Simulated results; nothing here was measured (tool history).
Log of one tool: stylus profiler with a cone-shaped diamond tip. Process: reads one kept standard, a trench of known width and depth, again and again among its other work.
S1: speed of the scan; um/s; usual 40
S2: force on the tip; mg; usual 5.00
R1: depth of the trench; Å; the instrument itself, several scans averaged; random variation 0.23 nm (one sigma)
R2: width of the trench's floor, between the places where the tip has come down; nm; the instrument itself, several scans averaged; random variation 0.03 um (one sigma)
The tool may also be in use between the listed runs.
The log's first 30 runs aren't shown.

run      day  S1     S2       R1     R2
 31  117.696  17  13.75  10432.2  23200
     120.946  -- height scale calibrated on a step standard, once more
 32  122.812  17  13.75  10453.0  23070
 33  125.850  86   4.06  10197.6  22800
 34  130.992  39   7.75  10301.3  22950
 35  136.483  10  13.10  10431.4  22930
 36  140.217  10  13.10  10431.4  22860
 37  145.288  10  13.10  10424.4  22740
 38  149.775  24  10.32  10360.3  22650
 39  153.354  43   2.55  10131.5  22480
 40  156.262  43   2.55  10133.0  22470
 41  160.667  37   5.00  10216.6  22430
 42  165.954  37   5.00  10219.0  22380
 43  169.146  37   5.41  10225.3  22320
 44  173.554  37   3.95  10179.8  22220
 45  176.829  53   4.91  10208.0  22170

4 ways to go on from here, each from the tool as it stands after run 45. What would each give?
  A  179.129  13   4.91   ?   ?
  B  179.129  17   2.92   ?   ?
  C  179.129  57   4.91   ?   ?
  D  179.129  66  14.93   ?   ?

run       R1     R2
  A  10207.4  22230
  B  10140.8  22200
  C  10207.1  22080
  D  10456.5  22140
Without the tool's hidden state the same runs would have given:
run       R1     R2
  A  10225.7  23960
  B  10158.9  23930
  C  10225.4  23820
  D  10475.2  23870
